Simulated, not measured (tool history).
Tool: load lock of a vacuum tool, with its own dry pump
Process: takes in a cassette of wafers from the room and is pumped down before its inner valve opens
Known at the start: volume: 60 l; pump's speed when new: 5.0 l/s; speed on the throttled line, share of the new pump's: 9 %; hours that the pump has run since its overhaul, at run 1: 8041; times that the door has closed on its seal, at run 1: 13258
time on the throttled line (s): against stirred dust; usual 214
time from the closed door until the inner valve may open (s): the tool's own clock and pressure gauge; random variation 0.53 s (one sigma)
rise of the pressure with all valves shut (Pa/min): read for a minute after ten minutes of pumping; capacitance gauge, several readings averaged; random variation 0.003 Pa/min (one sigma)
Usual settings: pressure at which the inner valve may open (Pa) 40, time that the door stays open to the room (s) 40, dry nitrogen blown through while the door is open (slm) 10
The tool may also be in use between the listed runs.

run,hour,time on the throttled line (s),pressure at which the inner valve may open (Pa),time that the door stays open to the room (s),dry nitrogen blown through while the door is open (slm),hours that the pump has run since its overhaul,times that the door has closed on its seal,"incoming humidity of the room's air, %",time from the closed door until the inner valve may open (s),rise of the pressure with all valves shut (Pa/min)
1,0,214,40,40,10,8041,13258,44.7,293.3,0.054
2,167.6,214,40,40,10,8208,13827,46.9,293.5,0.051
3,302.3,411,40,40,10,8343,14284,46.7,472.2,0.053
4,595.4,214,80,40,10,8636,15279,48.3,285.4,0.055
5,798.4,214,80,40,10,8839,15968,42,283.7,0.06
6,1059.7,214,40,40,10,9100,16855,41.5,293,0.051
7,1292.4,214,40,40,10,9333,17645,46.1,294.2,0.064
8,1470.3,214,40,40,10,9511,18249,40.4,293.3,0.062
9,1738.2,214,40,40,10,9779,19158,44.6,293.5,0.071
10,1995.6,214,40,40,4,10036,20032,46.8,293.9,0.078
11,2307.5,214,40,40,10,10348,21091,43.1,294.5,0.079
12,2461,214,40,40,10,10502,21612,49.7,295.1,0.083
13,2711.4,214,40,40,10,10752,22462,42.7,294.7,0.084
14,2867.5,214,40,44,10,10908,22992,47.5,294.8,0.087
15,3038.2,214,40,44,18,11079,23571,47.5,295,0.083
16,3273.2,394,69,40,10,11314,24369,46,451.6,0.087
17,3564.3,282,62,196,7,11605,25357,44.1,351,0.14
18,3806.2,282,62,164,10,11847,26178,40.9,351,0.129
19,4017,181,41,184,10,12058,26894,45.8,264.7,0.143
20,4239.1,181,41,31,34,12280,27648,45.5,264.7,0.089
21,4390.1,181,41,80,34,12431,28161,45.2,264.9,0.104
22,4662,396,41,57,34,12703,29084,45.8,461.7,0.108
23,4863.8,317,53,36,9,12905,29769,40.3,386.4,0.102
24,5086.4,267,66,104,9,13127,30524,46.9,337.9,0.136
25,5358.1,310,31,40,8,13399,31447,44.1,386.8,0.118
26,5643.4,172,40,40,10,13684,32415,45.2,258.2,0.129

3 ways to go on from here, each from the tool as it stands after run 26. What would each give?
A,5834.7,154,43,40,10,13875,33064,45.9,?,?
B,5834.7,149,28,89,10,13875,33064,43.4,?,?
C,5834.7,145,76,40,15,13875,33064,44.6,?,?

run,time from the closed door until the inner valve may open (s),rise of the pressure with all valves shut (Pa/min)
A,240.6,0.122
B,241.6,0.145
C,225.8,0.125
Without the tool's hidden state the same runs would have given:
run,time from the closed door until the inner valve may open (s),rise of the pressure with all valves shut (Pa/min)
A,234,0.021
B,234.5,0.042
C,219.7,0.026
